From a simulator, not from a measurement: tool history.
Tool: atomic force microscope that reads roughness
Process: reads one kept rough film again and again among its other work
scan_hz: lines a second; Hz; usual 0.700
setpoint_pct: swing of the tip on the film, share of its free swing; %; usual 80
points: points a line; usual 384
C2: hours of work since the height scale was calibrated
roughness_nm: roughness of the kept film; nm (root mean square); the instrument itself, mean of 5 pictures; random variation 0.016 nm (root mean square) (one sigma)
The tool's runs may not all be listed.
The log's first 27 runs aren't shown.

{"hour": 201.1, "done": "new tip fitted"}
{"run": 28, "hour": 201.1, "scan_hz": 1.284, "setpoint_pct": 90, "points": 320, "pictures with this tip": 0, "C2": 213, "roughness_nm": 3.548}
{"run": 29, "hour": 208.3, "scan_hz": 0.923, "setpoint_pct": 67, "points": 320, "pictures with this tip": 17, "C2": 218, "roughness_nm": 3.9}
{"run": 30, "hour": 212.7, "scan_hz": 0.567, "setpoint_pct": 78, "points": 434, "pictures with this tip": 27, "C2": 221, "roughness_nm": 3.913}
{"run": 31, "hour": 218.7, "scan_hz": 0.567, "setpoint_pct": 75, "points": 483, "pictures with this tip": 41, "C2": 225, "roughness_nm": 3.897}
{"run": 32, "hour": 225.3, "scan_hz": 1.683, "setpoint_pct": 61, "points": 287, "pictures with this tip": 56, "C2": 230, "roughness_nm": 3.843}
{"run": 33, "hour": 235.1, "scan_hz": 2.666, "setpoint_pct": 80, "points": 471, "pictures with this tip": 78, "C2": 237, "roughness_nm": 3.449}
{"run": 34, "hour": 240.6, "scan_hz": 2.668, "setpoint_pct": 69, "points": 998, "pictures with this tip": 90, "C2": 241, "roughness_nm": 3.708}
{"run": 35, "hour": 247.3, "scan_hz": 2.668, "setpoint_pct": 69, "points": 998, "pictures with this tip": 106, "C2": 245, "roughness_nm": 3.748}
{"run": 36, "hour": 253.0, "scan_hz": 1.487, "setpoint_pct": 60, "points": 292, "pictures with this tip": 119, "C2": 249, "roughness_nm": 3.889}
{"run": 37, "hour": 258.6, "scan_hz": 3.718, "setpoint_pct": 80, "points": 953, "pictures with this tip": 131, "C2": 253, "roughness_nm": 3.287}
{"run": 38, "hour": 263.3, "scan_hz": 0.982, "setpoint_pct": 80, "points": 953, "pictures with this tip": 142, "C2": 256, "roughness_nm": 3.814}
{"run": 39, "hour": 268.6, "scan_hz": 0.982, "setpoint_pct": 80, "points": 953, "pictures with this tip": 154, "C2": 260, "roughness_nm": 3.771}
{"run": 40, "hour": 274.6, "scan_hz": 0.7, "setpoint_pct": 77, "points": 363, "pictures with this tip": 168, "C2": 264, "roughness_nm": 3.847}
{"run": 41, "hour": 283.8, "scan_hz": 0.7, "setpoint_pct": 77, "points": 363, "pictures with this tip": 189, "C2": 271, "roughness_nm": 3.843}
{"run": 42, "hour": 289.5, "scan_hz": 0.7, "setpoint_pct": 80, "points": 587, "pictures with this tip": 202, "C2": 275, "roughness_nm": 3.887}
{"run": 43, "hour": 299.9, "scan_hz": 0.7, "setpoint_pct": 80, "points": 587, "pictures with this tip": 225, "C2": 282, "roughness_nm": 3.845}
{"run": 44, "hour": 309.3, "scan_hz": 1.031, "setpoint_pct": 62, "points": 587, "pictures with this tip": 247, "C2": 289, "roughness_nm": 3.893}
{"run": 45, "hour": 315.2, "scan_hz": 1.031, "setpoint_pct": 62, "points": 587, "pictures with this tip": 260, "C2": 293, "roughness_nm": 3.92}
{"run": 46, "hour": 321.5, "scan_hz": 0.676, "setpoint_pct": 69, "points": 479, "pictures with this tip": 274, "C2": 297, "roughness_nm": 3.921}
{"run": 47, "hour": 329.6, "scan_hz": 1.758, "setpoint_pct": 58, "points": 479, "pictures with this tip": 293, "C2": 303, "roughness_nm": 3.887}
{"run": 48, "hour": 334.9, "scan_hz": 0.7, "setpoint_pct": 80, "points": 258, "pictures with this tip": 305, "C2": 306, "roughness_nm": 3.779}
{"run": 49, "hour": 341.1, "scan_hz": 0.7, "setpoint_pct": 80, "points": 258, "pictures with this tip": 319, "C2": 311, "roughness_nm": 3.791}
{"run": 50, "hour": 346.0, "scan_hz": 0.7, "setpoint_pct": 80, "points": 258, "pictures with this tip": 330, "C2": 314, "roughness_nm": 3.768}
{"hour": 347.8, "done": "new tip fitted"}
{"run": 51, "hour": 356.8, "scan_hz": 1.827, "setpoint_pct": 85, "points": 258, "pictures with this tip": 21, "C2": 321, "roughness_nm": 3.483}
{"run": 52, "hour": 366.8, "scan_hz": 0.78, "setpoint_pct": 71, "points": 573, "pictures with this tip": 43, "C2": 328, "roughness_nm": 3.923}

Forecast each of these 4 alternatives for the next run:
{"run": "A", "hour": 376.0, "scan_hz": 0.595, "setpoint_pct": 71, "points": 588, "pictures with this tip": 64, "C2": 335, "roughness_nm": "?"}
{"run": "B", "hour": 376.0, "scan_hz": 0.524, "setpoint_pct": 80, "points": 273, "pictures with this tip": 64, "C2": 335, "roughness_nm": "?"}
{"run": "C", "hour": 376.0, "scan_hz": 1.078, "setpoint_pct": 80, "points": 384, "pictures with this tip": 64, "C2": 335, "roughness_nm": "?"}
{"run": "D", "hour": 376.0, "scan_hz": 2.681, "setpoint_pct": 71, "points": 744, "pictures with this tip": 64, "C2": 335, "roughness_nm": "?"}

run=A roughness_nm=3.943
run=B roughness_nm=3.851
run=C roughness_nm=3.736
run=D roughness_nm=3.661
Without the tool's hidden state the same runs would have given:
run=A roughness_nm=3.945
run=B roughness_nm=3.853
run=C roughness_nm=3.738
run=D roughness_nm=3.663
